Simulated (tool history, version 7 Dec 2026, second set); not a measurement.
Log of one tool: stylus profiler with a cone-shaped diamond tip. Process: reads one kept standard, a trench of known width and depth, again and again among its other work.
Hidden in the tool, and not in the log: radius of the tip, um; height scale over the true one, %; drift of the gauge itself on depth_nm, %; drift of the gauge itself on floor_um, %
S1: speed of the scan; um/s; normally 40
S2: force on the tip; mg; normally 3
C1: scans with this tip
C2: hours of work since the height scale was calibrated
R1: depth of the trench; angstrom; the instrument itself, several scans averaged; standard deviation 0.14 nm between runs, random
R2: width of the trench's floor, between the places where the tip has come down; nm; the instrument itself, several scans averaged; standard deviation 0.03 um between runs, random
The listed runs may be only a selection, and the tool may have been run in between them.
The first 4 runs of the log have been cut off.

run,hour,S1,S2,C1,C2,R1,R2
5,243,40,3,3179,648,5078.4,97080
6,337,42,3,3530,720,5078.3,97020
7,375.7,42,3,3675,749,5079.6,97010
8,469.1,42,3,4023,820,5080.9,96950
9,536.6,40,3,4276,872,5083.7,97020
10,597.4,40,2.7,4502,918,5080.3,96970
11,641.4,40,2.7,4667,951,5078.4,96920
12,686.2,40,1.42,4834,985,5059.6,96860
13,744.8,40,1.42,5053,1030,5060.8,96860
14,821.8,40,1.42,5341,1089,5065.6,96870
15,889.2,40,3,5592,1140,5090.8,96900
16,930.2,40,1.23,5745,1171,5061.9,96850

Run 17, settings as shown, results not yet in. Your forecast:
17,1014.2,122,1.23,6059,1235,?,?

Run 17 yielded R1 5063.9 angstrom, R2 96450 nm.
Were there no unlogged condition in the tool, this run, its random variation unchanged, would have produced R1 5034 angstrom, R2 96810 nm.

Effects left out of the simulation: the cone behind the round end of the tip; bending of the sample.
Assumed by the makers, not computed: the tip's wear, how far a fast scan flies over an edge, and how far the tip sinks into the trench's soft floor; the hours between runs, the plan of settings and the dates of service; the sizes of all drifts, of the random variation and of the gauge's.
